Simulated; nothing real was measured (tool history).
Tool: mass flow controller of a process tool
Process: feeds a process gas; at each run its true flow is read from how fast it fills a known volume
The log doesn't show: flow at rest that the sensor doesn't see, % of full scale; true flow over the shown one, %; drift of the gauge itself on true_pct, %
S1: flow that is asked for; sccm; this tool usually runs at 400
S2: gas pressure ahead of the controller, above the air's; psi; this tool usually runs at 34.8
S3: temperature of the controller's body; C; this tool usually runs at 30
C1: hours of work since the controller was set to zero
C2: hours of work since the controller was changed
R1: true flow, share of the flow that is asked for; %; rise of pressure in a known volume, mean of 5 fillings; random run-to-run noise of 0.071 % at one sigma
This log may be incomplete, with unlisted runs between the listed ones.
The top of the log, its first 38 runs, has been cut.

{"run": 39, "day": 278.125, "S1": 327, "S2": 36.1, "S3": 34, "C1": 1586, "C2": 11294, "R1": 97.73}
{"run": 40, "day": 283.942, "S1": 327, "S2": 36.1, "S3": 34, "C1": 1690, "C2": 11399, "R1": 97.66}
{"run": 41, "day": 293.625, "S1": 397, "S2": 29.0, "S3": 24, "C1": 1864, "C2": 11572, "R1": 97.94}
{"run": 42, "day": 299.096, "S1": 397, "S2": 29.0, "S3": 26, "C1": 1962, "C2": 11670, "R1": 97.84}
{"run": 43, "day": 308.846, "S1": 397, "S2": 29.0, "S3": 26, "C1": 2136, "C2": 11845, "R1": 97.85}
{"run": 44, "day": 318.196, "S1": 397, "S2": 29.0, "S3": 26, "C1": 2304, "C2": 12013, "R1": 97.8}
{"run": 45, "day": 328.65, "S1": 397, "S2": 29.0, "S3": 26, "C1": 2492, "C2": 12200, "R1": 97.7}
{"run": 46, "day": 339.167, "S1": 397, "S2": 29.0, "S3": 26, "C1": 2680, "C2": 12389, "R1": 97.69}
{"run": 47, "day": 347.942, "S1": 166, "S2": 33.1, "S3": 35, "C1": 2837, "C2": 12546, "R1": 95.62}

What if the next run were any one of these 5? Each begins from the tool's condition after run 47:
{"run": "A", "day": 353.338, "S1": 73, "S2": 34.8, "S3": 30, "C1": 2934, "C2": 12643, "R1": "?"}
{"run": "B", "day": 353.338, "S1": 166, "S2": 40.3, "S3": 24, "C1": 2934, "C2": 12643, "R1": "?"}
{"run": "C", "day": 353.338, "S1": 400, "S2": 21.3, "S3": 28, "C1": 2934, "C2": 12643, "R1": "?"}
{"run": "D", "day": 353.338, "S1": 74, "S2": 34.8, "S3": 21, "C1": 2934, "C2": 12643, "R1": "?"}
{"run": "E", "day": 353.338, "S1": 166, "S2": 21.6, "S3": 25, "C1": 2934, "C2": 12643, "R1": "?"}

run=A R1=92.77
run=B R1=94.88
run=C R1=97.88
run=D R1=92.33
run=E R1=95.38
Had the tool no hidden state, the same runs would have come out as:
run=A R1=97.55
run=B R1=97.64
run=C R1=99.71
run=D R1=97.05
run=E R1=98.14
